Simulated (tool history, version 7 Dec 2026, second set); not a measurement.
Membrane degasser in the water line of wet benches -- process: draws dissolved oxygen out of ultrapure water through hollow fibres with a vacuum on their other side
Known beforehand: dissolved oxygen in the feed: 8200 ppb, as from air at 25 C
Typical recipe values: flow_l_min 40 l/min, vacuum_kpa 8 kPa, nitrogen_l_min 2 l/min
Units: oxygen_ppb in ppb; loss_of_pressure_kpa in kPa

run    hour  flow_l_min  vacuum_kpa  nitrogen_l_min  oxygen_ppb  loss_of_pressure_kpa
  1       0          40           8               2       222.1                 38.92
  2    79.8          40           8               2       219.1                 39.16
  3   124.4          28           8               2       155.1                 27.28
  4   172.8          28           8               2       155.1                 27.14
  5   232.6          40           8            2.63       171.9                 38.99
      286.7  -- vacuum gauge calibrated
  6   303.8          40           8            2.63       172.6                 38.88
  7   368.7          40           8               2       217.5                 38.63
  8   419.4          40           8               2       219.8                 38.48
  9   455.2          40           8               2       220.3                  38.9
 10   534.5          40           8               2         216                 38.93
 11   615.4          39           8               2         213                 37.92
 12   663.2          39           8               2       213.5                 38.23
 13   734.3          39           8               2       211.7                 37.78
 14   807.2          40           8            0.94         394                  38.8
 15   883.3          59           8               2       324.4                 57.34
 16   933.7          40           8            2.14       207.4                 39.05
 17   976.1          40           8            1.68       251.7                 39.03
 18  1027.6          40           8            1.68       251.6                 39.18

Run 19, settings as shown, results not yet in. Your forecast:
 19  1111          40        6.73            2.73           ?                     ?

{"run 19": {"oxygen_ppb": 125.4, "loss_of_pressure_kpa": 38.97}}
With no hidden state in the tool, this same run would have given oxygen_ppb 125.4 ppb, loss_of_pressure_kpa 38.96 kPa.
